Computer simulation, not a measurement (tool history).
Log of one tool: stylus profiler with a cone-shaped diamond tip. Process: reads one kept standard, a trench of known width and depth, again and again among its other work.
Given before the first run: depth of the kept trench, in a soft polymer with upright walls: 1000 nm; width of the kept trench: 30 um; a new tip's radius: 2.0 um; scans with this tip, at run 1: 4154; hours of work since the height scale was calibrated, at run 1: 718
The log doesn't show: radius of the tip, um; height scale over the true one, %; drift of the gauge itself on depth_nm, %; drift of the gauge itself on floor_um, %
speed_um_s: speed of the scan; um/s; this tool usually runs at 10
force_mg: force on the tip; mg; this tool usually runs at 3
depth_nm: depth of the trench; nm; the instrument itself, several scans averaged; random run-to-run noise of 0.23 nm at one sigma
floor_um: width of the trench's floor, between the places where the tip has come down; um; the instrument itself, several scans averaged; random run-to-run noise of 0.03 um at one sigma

run,hour,speed_um_s,force_mg,scans with this tip,hours of work since the height scale was calibrated,depth_nm,floor_um
1,0,10,3,4154,718,1019,24.75
2,22.6,6,3,4247,734,1019.06,24.7
3,57.7,6,3,4391,759,1019.33,24.72
4,77.1,6,3,4471,773,1019.51,24.7
5,101.3,6,3,4570,790,1019.23,24.72
6,133.6,10,3,4703,813,1020,24.61
7,168.8,10,3,4847,838,1020,24.54
8,184.9,10,3,4913,849,1019.67,24.51
9,216.1,10,3,5041,871,1019.88,24.5
10,232.3,10,3,5108,883,1019.49,24.44
11,249.2,10,7.17,5178,895,1033.3,24.42
12,273.7,10,3,5278,912,1019.7,24.4
13,294,10,3,5361,927,1019.96,24.36
# hour 297.7: height scale calibrated on a step standard
14,325,10,3,5487,19,1020.72,24.35
15,346.9,10,3,5577,35,1021.04,24.29
16,379.2,10,3,5709,58,1021.18,24.28
17,400.6,10,2.77,5797,73,1019.82,24.29
18,430.9,10,2.77,5922,95,1020.07,24.15
19,460.2,10,1.58,6042,115,1014.83,24.1
# hour 467.7: height scale calibrated on a step standard, once more
20,483.8,8,3,6137,11,1017.11,24.13
21,513.7,8,3,6260,33,1017.35,24.13
22,550.9,11,3,6412,59,1017.2,24.08
23,570,11,3,6491,73,1017.09,23.98
24,603.6,11,5.69,6629,96,1026.32,23.98
25,622.6,36,1.22,6707,110,1009.35,23.81
26,651.6,36,1.22,6826,131,1009.17,23.8
27,675.1,4,4,6923,147,1021.35,23.95
28,709.6,4,4,7064,172,1021.22,23.91
29,742.2,4,4,7198,195,1021.5,23.82
30,775.7,7,4.78,7336,219,1023.84,23.79
31,796.7,2,1.31,7422,234,1010.31,23.77
32,814.1,11,2.42,7493,246,1015.52,23.71
33,844.9,11,1.17,7620,268,1009.82,23.64
34,861.7,18,2.78,7689,280,1017.02,23.63
35,899.7,5,2.78,7845,307,1017.05,23.65
36,938.9,5,2.78,8006,334,1017.2,23.57
37,956.6,6,2.33,8079,347,1015.28,23.55
38,973.5,3,2.25,8148,359,1014.94,23.55
39,990.6,13,8.79,8218,371,1036.1,23.53
# hour 1004.9: new tip fitted, height scale calibrated
40,1017.8,10,5.26,53,9,1025.16,26.52
41,1053.5,10,5.26,199,34,1025.04,26.39
42,1081.5,12,1.47,314,54,1010.74,26.29
43,1118.7,3,1.01,467,81,1008.51,26.28
44,1152,3,2.83,604,104,1016.96,26.21
45,1182.9,3,2.83,731,126,1017.16,26.16
46,1216.2,5,3.01,868,150,1017.25,26.12
47,1235.9,5,3.01,948,164,1017.47,26.08

Here are 3 independent what-if runs from the current tool condition. What would each one return?
A,1262.9,5,1.47,1060,183,?,?
B,1262.9,14,3.01,1060,183,?,?
C,1262.9,8,2.06,1060,183,?,?

run,depth_nm,floor_um
A,1010.46,25.94
B,1017.33,25.98
C,1013.82,25.98
Without the tool's hidden state the same runs would have given:
run,depth_nm,floor_um
A,1010.19,26.46
B,1017.06,26.5
C,1013.55,26.5
